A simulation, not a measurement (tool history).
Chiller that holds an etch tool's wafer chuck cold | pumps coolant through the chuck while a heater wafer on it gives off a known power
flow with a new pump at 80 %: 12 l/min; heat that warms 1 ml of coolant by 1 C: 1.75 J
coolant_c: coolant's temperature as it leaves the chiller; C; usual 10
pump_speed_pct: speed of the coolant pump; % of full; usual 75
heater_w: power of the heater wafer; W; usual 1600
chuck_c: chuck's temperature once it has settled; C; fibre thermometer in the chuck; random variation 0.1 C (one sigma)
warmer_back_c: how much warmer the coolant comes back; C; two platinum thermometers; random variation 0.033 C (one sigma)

run,hour,coolant_c,pump_speed_pct,heater_w,chuck_c,warmer_back_c
1,0,10,75,1600,25.9,5.1
2,34.3,10,75,1600,25.9,5.11
3,93,12,75,1600,28,5.16
4,162.9,12,75,1600,28,5.09
5,233.5,12,75,1600,28.2,5.09
# hour 267: chiller's thermometer calibrated
6,272.2,12,75,1600,27.5,5.18
7,335.7,10,72,1600,26.4,5.33
8,393.2,10,72,1600,26.2,5.26
9,438.7,10,72,1600,26.4,5.31
10,472.7,10,75,1600,25.8,5.11
11,531.2,10,75,1600,25.8,5.11
12,563.7,10,75,1600,25.9,5.12
# hour 572.2: coolant pump overhauled
13,616.4,10,75,1600,26.2,5.29
14,677.7,10,75,1600,26.3,5.26
15,731.1,10,75,1600,26.4,5.25
# hour 756.9: coolant pump overhauled, once more
16,780.8,12,99,1600,23.9,3.69
17,839.4,1,92,2177,18.4,5.39
18,896.6,10,87,842,17,2.25
19,960.3,10,75,1566,24.8,4.71
20,1000.2,10,95,1880,24.4,4.57
21,1048,19,75,1117,29.8,3.44
22,1097.7,19,75,1117,29.8,3.34
23,1152.7,2,75,904,10.6,2.79
24,1224.1,10,88,1600,23.5,4.12
25,1265.2,10,97,1052,18.1,2.47
26,1327.4,4,79,1330,16.2,3.85
27,1381,4,79,1330,16.4,3.85
28,1442.9,16,72,1732,33.5,5.49
29,1485.7,13,73,874,21.9,2.72

The same runs without the tool's hidden state, with the same run-to-run variation:
The hidden state here: heat passed by the chuck's channels, % of clean ones'; flow at a given pump speed, % of a new pump's; coolant's true temperature over the reading, C; drift of the gauge itself on chuck_c, C; drift of the gauge itself on warmer_back_c, C.
run,chuck_c,warmer_back_c
1,23.3,4.87
2,23.4,4.88
3,25.4,4.93
4,25.4,4.85
5,25.5,4.84
6,25.3,4.93
7,24,5.07
8,23.8,5
9,23.9,5.04
10,23.3,4.85
11,23.3,4.84
12,23.4,4.84
13,23.4,4.9
14,23.4,4.87
15,23.5,4.86
16,22.6,3.72
17,16.4,5.44
18,16.2,2.27
19,23,4.74
20,22.6,4.6
21,28.5,3.46
22,28.4,3.35
23,9.5,2.8
24,21.7,4.13
25,17,2.47
26,14.5,3.85
27,14.6,3.85
28,31.1,5.48
29,20.6,2.71

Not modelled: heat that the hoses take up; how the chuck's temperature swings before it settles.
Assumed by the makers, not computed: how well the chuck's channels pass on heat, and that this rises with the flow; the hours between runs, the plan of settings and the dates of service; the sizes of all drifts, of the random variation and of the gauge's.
